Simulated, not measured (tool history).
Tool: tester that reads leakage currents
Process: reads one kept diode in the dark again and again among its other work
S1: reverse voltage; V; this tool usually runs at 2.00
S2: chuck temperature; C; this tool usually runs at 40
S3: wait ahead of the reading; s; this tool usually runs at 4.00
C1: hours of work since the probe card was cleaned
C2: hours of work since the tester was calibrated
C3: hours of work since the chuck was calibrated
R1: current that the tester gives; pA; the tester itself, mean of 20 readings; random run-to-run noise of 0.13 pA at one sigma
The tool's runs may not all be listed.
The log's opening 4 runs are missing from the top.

run	day	S1	S2	S3	C1	C2	C3	R1
5	11.092	2.00	40	4.00	2467	2609	1126	41.00
6	12.667	2.00	40	4.00	2492	2635	1151	40.98
7	15.708	2.00	40	4.00	2541	2683	1200	40.79
# day 17.583: tester calibrated
8	17.938	2.00	35	4.00	2575	6	1234	27.74
9	19.933	2.00	35	4.00	2607	38	1266	27.97
10	22.588	2.00	35	4.00	2650	80	1309	27.71
11	24.462	2.00	35	4.00	2680	110	1339	27.63
12	27.438	2.00	40	4.00	2727	158	1386	40.66
13	29.525	2.00	40	2.43	2761	191	1420	40.73
14	31.642	2.00	40	4.00	2795	225	1454	40.87
15	34.704	2.00	40	4.00	2844	274	1503	40.88
16	36.371	2.00	40	4.00	2871	301	1529	40.89
# day 37.417: probe card cleaned and baked
17	38.900	2.00	40	4.82	24	340	1568	40.90
18	42.158	2.00	40	4.82	76	392	1620	40.79
19	45.254	2.16	22	0.36	126	441	1670	10.48
20	47.112	2.00	50	1.86	155	471	1700	86.03
21	50.800	3.74	39	1.52	214	530	1759	53.58

What does the tool deliver on the next run?
22	54.588	1.70	37	0.37	275	591	1819	?

Run 22 yielded R1 30.07 pA.
The same run, on a tool lacking any hidden state, would have yielded R1 30.12 pA.
